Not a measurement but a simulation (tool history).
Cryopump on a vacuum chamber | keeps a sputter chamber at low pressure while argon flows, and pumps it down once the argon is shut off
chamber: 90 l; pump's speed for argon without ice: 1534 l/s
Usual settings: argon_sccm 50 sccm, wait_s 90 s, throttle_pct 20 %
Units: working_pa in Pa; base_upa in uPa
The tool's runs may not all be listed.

| run | hour | argon_sccm | wait_s | throttle_pct | working_pa | base_upa |
|---|---|---|---|---|---|---|
| 1 | 0.0 | 50 | 90 | 20 | 0.2753 | 1.49 |
| 2 | 125.3 | 50 | 90 | 32 | 0.1765 | 1.61 |
| 3 | 249.4 | 50 | 90 | 32 | 0.1798 | 1.73 |
| 4 | 322.2 | 50 | 90 | 32 | 0.1793 | 1.85 |
| 5 | 397.5 | 50 | 90 | 32 | 0.1805 | 1.92 |
| 6 | 452.0 | 50 | 90 | 32 | 0.1840 | 2.01 |
| 7 | 537.6 | 50 | 90 | 32 | 0.1848 | 2.12 |
| 8 | 667.0 | 50 | 90 | 32 | 0.1889 | 2.25 |
|  | 741.1 | pump warmed up, emptied and cooled again |
| 9 | 800.5 | 50 | 90 | 32 | 0.1729 | 2.06 |
| 10 | 888.1 | 50 | 90 | 32 | 0.1765 | 2.18 |
| 11 | 974.5 | 50 | 90 | 20 | 0.2800 | 2.30 |
| 12 | 1076.0 | 50 | 90 | 15 | 0.3766 | 2.41 |
| 13 | 1159.2 | 50 | 90 | 15 | 0.3793 | 2.64 |
| 14 | 1252.1 | 79 | 132 | 20 | 0.4549 | 2.44 |
| 15 | 1350.7 | 42 | 107 | 43 | 0.1212 | 2.74 |
| 16 | 1408.5 | 33 | 179 | 36 | 0.1115 | 2.59 |
| 17 | 1493.0 | 55 | 233 | 53 | 0.1339 | 2.69 |
|  | 1527.3 | pump warmed up, emptied and cooled again |
| 18 | 1588.8 | 24 | 90 | 16 | 0.1645 | 2.66 |
| 19 | 1697.4 | 25 | 28 | 18 | 0.1543 | 4.25 |
|  | 1743.4 | leaking fittings of the chamber tightened, without venting |
| 20 | 1803.1 | 50 | 53 | 18 | 0.3139 | 1.47 |
| 21 | 1862.3 | 53 | 53 | 45 | 0.1381 | 1.55 |
| 22 | 1945.5 | 21 | 56 | 31 | 0.0782 | 1.54 |
| 23 | 2078.0 | 21 | 112 | 31 | 0.0802 | 1.13 |
| 24 | 2183.9 | 26 | 133 | 48 | 0.0675 | 1.20 |

Forecast each of these 3 alternatives for the next run:
| A | 2300.0 | 34 | 78 | 15 | ? | ? |
| B | 2300.0 | 50 | 218 | 57 | ? | ? |
| C | 2300.0 | 39 | 69 | 20 | ? | ? |

| run | working_pa | base_upa |
|---|---|---|
| A | 0.2639 | 1.69 |
| B | 0.1168 | 1.13 |
| C | 0.2308 | 1.80 |
Without the tool's hidden state the same runs would have given:
| run | working_pa | base_upa |
|---|---|---|
| A | 0.2505 | 1.03 |
| B | 0.0970 | 0.47 |
| C | 0.2153 | 1.14 |

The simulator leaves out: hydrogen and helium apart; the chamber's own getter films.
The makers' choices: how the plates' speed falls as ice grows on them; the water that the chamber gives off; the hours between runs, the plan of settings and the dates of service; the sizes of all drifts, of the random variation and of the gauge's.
